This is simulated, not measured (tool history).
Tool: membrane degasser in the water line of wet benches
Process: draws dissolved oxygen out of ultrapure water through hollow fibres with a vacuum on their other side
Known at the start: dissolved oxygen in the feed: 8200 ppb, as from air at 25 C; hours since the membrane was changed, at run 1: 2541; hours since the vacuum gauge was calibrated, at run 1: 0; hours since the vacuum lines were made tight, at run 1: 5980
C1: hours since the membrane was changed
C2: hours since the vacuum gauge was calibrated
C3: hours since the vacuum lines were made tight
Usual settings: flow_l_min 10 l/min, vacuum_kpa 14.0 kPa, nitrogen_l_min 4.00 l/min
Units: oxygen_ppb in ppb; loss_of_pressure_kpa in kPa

run 1 day=0.000 | flow_l_min=10 vacuum_kpa=14.0 nitrogen_l_min=4.00 | C1=2541 C2=0 C3=5980 | oxygen_ppb=165.6 loss_of_pressure_kpa=27.33
run 2 day=4.858 | flow_l_min=10 vacuum_kpa=14.0 nitrogen_l_min=4.00 | C1=2658 C2=117 C3=6096 | oxygen_ppb=170.5 loss_of_pressure_kpa=27.47
run 3 day=10.271 | flow_l_min=9 vacuum_kpa=14.0 nitrogen_l_min=4.00 | C1=2788 C2=246 C3=6226 | oxygen_ppb=144.7 loss_of_pressure_kpa=24.73
run 4 day=14.896 | flow_l_min=6 vacuum_kpa=14.0 nitrogen_l_min=4.00 | C1=2899 C2=358 C3=6337 | oxygen_ppb=77.1 loss_of_pressure_kpa=16.32
run 5 day=18.150 | flow_l_min=10 vacuum_kpa=14.0 nitrogen_l_min=5.06 | C1=2977 C2=436 C3=6415 | oxygen_ppb=153.2 loss_of_pressure_kpa=27.33
run 6 day=20.583 | flow_l_min=10 vacuum_kpa=14.0 nitrogen_l_min=5.06 | C1=3035 C2=494 C3=6474 | oxygen_ppb=155.2 loss_of_pressure_kpa=27.44
run 7 day=25.812 | flow_l_min=10 vacuum_kpa=14.0 nitrogen_l_min=5.06 | C1=3161 C2=620 C3=6599 | oxygen_ppb=153.8 loss_of_pressure_kpa=27.49
run 8 day=28.500 | flow_l_min=10 vacuum_kpa=14.0 nitrogen_l_min=5.06 | C1=3225 C2=684 C3=6664 | oxygen_ppb=154.2 loss_of_pressure_kpa=27.75
run 9 day=33.850 | flow_l_min=10 vacuum_kpa=14.0 nitrogen_l_min=5.06 | C1=3354 C2=812 C3=6792 | oxygen_ppb=153.1 loss_of_pressure_kpa=27.42
run 10 day=37.946 | flow_l_min=10 vacuum_kpa=14.0 nitrogen_l_min=4.00 | C1=3452 C2=911 C3=6890 | oxygen_ppb=170.5 loss_of_pressure_kpa=27.39
run 11 day=42.292 | flow_l_min=10 vacuum_kpa=14.0 nitrogen_l_min=4.00 | C1=3556 C2=1015 C3=6995 | oxygen_ppb=171.4 loss_of_pressure_kpa=27.61
run 12 day=45.367 | flow_l_min=12 vacuum_kpa=8.8 nitrogen_l_min=6.97 | C1=3630 C2=1089 C3=7069 | oxygen_ppb=168.6 loss_of_pressure_kpa=33.09
run 13 day=50.946 | flow_l_min=12 vacuum_kpa=8.8 nitrogen_l_min=6.97 | C1=3764 C2=1223 C3=7202 | oxygen_ppb=166.3 loss_of_pressure_kpa=33.19
run 14 day=56.417 | flow_l_min=8 vacuum_kpa=14.0 nitrogen_l_min=4.00 | C1=3895 C2=1354 C3=7334 | oxygen_ppb=119.4 loss_of_pressure_kpa=21.98
run 15 day=61.204 | flow_l_min=8 vacuum_kpa=15.4 nitrogen_l_min=4.00 | C1=4010 C2=1469 C3=7449 | oxygen_ppb=130.0 loss_of_pressure_kpa=22.06
run 16 day=65.750 | flow_l_min=8 vacuum_kpa=15.4 nitrogen_l_min=4.00 | C1=4119 C2=1578 C3=7558 | oxygen_ppb=132.8 loss_of_pressure_kpa=22.01
-- day=70.138 seals of the vacuum lines changed
run 17 day=71.492 | flow_l_min=8 vacuum_kpa=15.4 nitrogen_l_min=4.00 | C1=4255 C2=1714 C3=32 | oxygen_ppb=128.9 loss_of_pressure_kpa=22.09
run 18 day=74.796 | flow_l_min=8 vacuum_kpa=15.4 nitrogen_l_min=2.76 | C1=4334 C2=1793 C3=112 | oxygen_ppb=156.7 loss_of_pressure_kpa=22.26
run 19 day=79.246 | flow_l_min=8 vacuum_kpa=24.5 nitrogen_l_min=3.52 | C1=4441 C2=1900 C3=219 | oxygen_ppb=188.9 loss_of_pressure_kpa=22.26
run 20 day=84.438 | flow_l_min=7 vacuum_kpa=34.3 nitrogen_l_min=5.47 | C1=4566 C2=2024 C3=343 | oxygen_ppb=151.8 loss_of_pressure_kpa=19.31
run 21 day=89.454 | flow_l_min=7 vacuum_kpa=34.3 nitrogen_l_min=5.47 | C1=4686 C2=2145 C3=464 | oxygen_ppb=152.5 loss_of_pressure_kpa=19.30

Hidden state at the last listed run before each entry between runs and at the first one after, where it differs:
Between runs 16 and 17: seals of the vacuum lines changed (day 70.138)
  membrane still open, %: 98 -> 97.9; true pressure behind the membrane over the reading, kPa: 0.1 -> 0.11; air that leaks in behind the membrane, l/min: 0.0085 -> 0.003
  measured less the result without the state, oxygen_ppb: +8.6 -> +7.4 ppb; loss_of_pressure_kpa: +0.45 -> +0.46 kPa

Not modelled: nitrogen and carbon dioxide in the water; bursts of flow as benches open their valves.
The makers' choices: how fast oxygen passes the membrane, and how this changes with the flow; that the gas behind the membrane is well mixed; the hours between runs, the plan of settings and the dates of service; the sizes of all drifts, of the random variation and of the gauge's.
